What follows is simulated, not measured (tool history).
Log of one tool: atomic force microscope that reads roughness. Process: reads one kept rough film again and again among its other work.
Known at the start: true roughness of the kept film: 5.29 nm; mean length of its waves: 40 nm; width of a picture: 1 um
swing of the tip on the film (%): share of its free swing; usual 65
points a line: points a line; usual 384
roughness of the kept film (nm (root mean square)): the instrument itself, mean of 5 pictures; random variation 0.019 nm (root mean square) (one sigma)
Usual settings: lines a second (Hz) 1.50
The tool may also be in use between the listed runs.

run	hour	lines a second (Hz)	swing of the tip on the film (%)	points a line	roughness of the kept film (nm (root mean square))
1	0.0	1.50	65	384	4.733
2	13.3	0.73	65	384	4.761
3	20.1	0.73	65	384	4.759
4	31.7	0.73	65	384	4.772
5	44.8	0.73	65	384	4.767
6	60.3	0.73	65	941	4.768
7	73.7	1.50	65	619	4.716
8	86.3	2.85	65	619	4.637
9	100.2	1.00	65	976	4.777
10	107.9	1.52	55	976	4.797
11	121.8	0.65	62	384	4.784
12	132.9	0.65	62	384	4.802
13	140.5	0.72	70	998	4.759

Forecast each of these 5 alternatives for the next run:
A	146.8	3.13	70	974	?
B	146.8	0.74	77	998	?
C	146.8	2.51	65	665	?
D	146.8	0.50	72	384	?
E	146.8	3.55	70	832	?

run	roughness of the kept film (nm (root mean square))
A	4.566
B	4.747
C	4.660
D	4.756
E	4.527
Without the tool's hidden state the same runs would have given:
run	roughness of the kept film (nm (root mean square))
A	4.579
B	4.760
C	4.674
D	4.770
E	4.540

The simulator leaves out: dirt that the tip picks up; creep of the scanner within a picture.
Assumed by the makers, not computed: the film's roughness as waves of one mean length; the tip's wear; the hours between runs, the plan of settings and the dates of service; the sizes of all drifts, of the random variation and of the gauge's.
